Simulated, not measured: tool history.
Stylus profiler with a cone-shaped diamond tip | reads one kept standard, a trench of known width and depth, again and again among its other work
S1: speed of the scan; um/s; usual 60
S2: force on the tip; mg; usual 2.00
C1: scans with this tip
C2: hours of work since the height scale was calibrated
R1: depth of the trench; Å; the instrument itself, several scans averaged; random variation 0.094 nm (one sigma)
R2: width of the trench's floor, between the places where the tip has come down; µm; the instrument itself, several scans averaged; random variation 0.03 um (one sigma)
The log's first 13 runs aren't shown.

run 14 hour=995.5 | S1=57 S2=2.00 | C1=8118 C2=792 | R1=2016.3 R2=47.20
run 15 hour=1049.9 | S1=60 S2=2.00 | C1=8376 C2=817 | R1=2016.8 R2=47.16
-- hour=1122.2 new tip fitted, height scale calibrated
run 16 hour=1122.2 | S1=60 S2=2.00 | C1=0 C2=0 | R1=2022.1 R2=47.91
run 17 hour=1166.6 | S1=60 S2=1.96 | C1=210 C2=21 | R1=2022.9 R2=47.85
run 18 hour=1246.5 | S1=60 S2=1.96 | C1=589 C2=57 | R1=2021.4 R2=47.85
run 19 hour=1308.8 | S1=60 S2=1.96 | C1=883 C2=86 | R1=2023.1 R2=47.80
run 20 hour=1374.8 | S1=60 S2=3.77 | C1=1196 C2=117 | R1=2032.7 R2=47.91
run 21 hour=1434.7 | S1=60 S2=2.00 | C1=1480 C2=144 | R1=2021.0 R2=47.74
run 22 hour=1516.8 | S1=60 S2=2.00 | C1=1869 C2=182 | R1=2021.5 R2=47.78
run 23 hour=1591.4 | S1=79 S2=2.00 | C1=2222 C2=217 | R1=2020.1 R2=47.59
run 24 hour=1678.9 | S1=79 S2=2.00 | C1=2636 C2=257 | R1=2020.3 R2=47.60
run 25 hour=1733.7 | S1=79 S2=2.00 | C1=2896 C2=282 | R1=2019.9 R2=47.53

Forecast run 26:
run 26 hour=1807.3 | S1=185 S2=2.21 | C1=3244 C2=316 | R1=? R2=?

{"run 26": {"R1": 2022.3, "R2": 46.94}}
Without the tool's hidden state the same run would have given R1 2024.5 Å, R2 47.24 µm.

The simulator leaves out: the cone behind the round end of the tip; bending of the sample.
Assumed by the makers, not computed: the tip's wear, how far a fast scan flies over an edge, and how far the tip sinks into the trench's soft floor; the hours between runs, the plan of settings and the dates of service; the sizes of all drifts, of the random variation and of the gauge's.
